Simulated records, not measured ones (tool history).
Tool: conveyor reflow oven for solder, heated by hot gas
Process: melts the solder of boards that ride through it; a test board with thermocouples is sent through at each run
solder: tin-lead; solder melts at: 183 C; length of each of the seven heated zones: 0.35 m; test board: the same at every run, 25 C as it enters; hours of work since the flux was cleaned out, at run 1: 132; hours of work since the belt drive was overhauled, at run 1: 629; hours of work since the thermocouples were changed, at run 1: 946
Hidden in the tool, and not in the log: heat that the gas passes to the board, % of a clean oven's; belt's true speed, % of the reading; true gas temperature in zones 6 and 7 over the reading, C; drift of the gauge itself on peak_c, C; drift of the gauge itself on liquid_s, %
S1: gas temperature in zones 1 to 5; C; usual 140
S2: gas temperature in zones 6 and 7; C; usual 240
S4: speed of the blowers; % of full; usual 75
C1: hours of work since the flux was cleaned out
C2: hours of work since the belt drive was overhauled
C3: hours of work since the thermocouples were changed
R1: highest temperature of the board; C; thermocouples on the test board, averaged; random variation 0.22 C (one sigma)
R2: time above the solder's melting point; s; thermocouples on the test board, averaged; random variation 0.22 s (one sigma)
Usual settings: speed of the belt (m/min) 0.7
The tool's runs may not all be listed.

run 1 day=0 | S1=140 S2=240 speed_of_the_belt_(m/min)=0.7 S4=75 | C1=132 C2=629 C3=946 | R1=228.2 R2=51.5
run 2 day=1.783 | S1=140 S2=240 speed_of_the_belt_(m/min)=0.7 S4=75 | C1=153 C2=650 C3=967 | R1=227.4 R2=51.9
run 3 day=2.721 | S1=140 S2=240 speed_of_the_belt_(m/min)=0.7 S4=75 | C1=165 C2=661 C3=978 | R1=227.8 R2=51.4
run 4 day=3.629 | S1=140 S2=240 speed_of_the_belt_(m/min)=0.7 S4=75 | C1=175 C2=672 C3=989 | R1=227.8 R2=51.7
-- day=3.971 flux residue cleaned out of gas plates and filters
run 5 day=4.917 | S1=140 S2=240 speed_of_the_belt_(m/min)=0.7 S4=75 | C1=11 C2=685 C3=1002 | R1=226.7 R2=50.8
run 6 day=6.367 | S1=140 S2=240 speed_of_the_belt_(m/min)=0.7 S4=75 | C1=28 C2=702 C3=1019 | R1=226.7 R2=51.1
run 7 day=7.642 | S1=143 S2=241 speed_of_the_belt_(m/min)=0.807 S4=77 | C1=44 C2=717 C3=1034 | R1=223.8 R2=43.4
run 8 day=8.621 | S1=128 S2=240 speed_of_the_belt_(m/min)=0.7 S4=75 | C1=55 C2=729 C3=1046 | R1=225.3 R2=47.1
-- day=9.075 flux residue cleaned out of gas plates and filters, once more
run 9 day=10.625 | S1=145 S2=250 speed_of_the_belt_(m/min)=0.7 S4=75 | C1=18 C2=750 C3=1067 | R1=238.3 R2=57.2
run 10 day=12.821 | S1=145 S2=250 speed_of_the_belt_(m/min)=0.7 S4=75 | C1=45 C2=777 C3=1093 | R1=238.8 R2=57.4
run 11 day=14.146 | S1=145 S2=250 speed_of_the_belt_(m/min)=0.7 S4=75 | C1=60 C2=792 C3=1109 | R1=238.3 R2=57.3
run 12 day=15.971 | S1=145 S2=249 speed_of_the_belt_(m/min)=0.7 S4=79 | C1=82 C2=814 C3=1131 | R1=238.7 R2=57.7

3 ways to go on from here, each from the tool as it stands after run 12. What would each give?
run A day=17.725 | S1=154 S2=229 speed_of_the_belt_(m/min)=0.7 S4=55 | C1=103 C2=835 C3=1152 | R1=? R2=?
run B day=17.725 | S1=145 S2=237 speed_of_the_belt_(m/min)=0.733 S4=79 | C1=103 C2=835 C3=1152 | R1=? R2=?
run C day=17.725 | S1=140 S2=234 speed_of_the_belt_(m/min)=0.74 S4=75 | C1=103 C2=835 C3=1152 | R1=? R2=?

run=A R1=216.3 R2=49.8
run=B R1=226.4 R2=50.1
run=C R1=221.4 R2=45.8
Without the tool's hidden state the same runs would have given:
run=A R1=213.7 R2=47.5
run=B R1=223.7 R2=48.3
run=C R1=218.8 R2=43.9
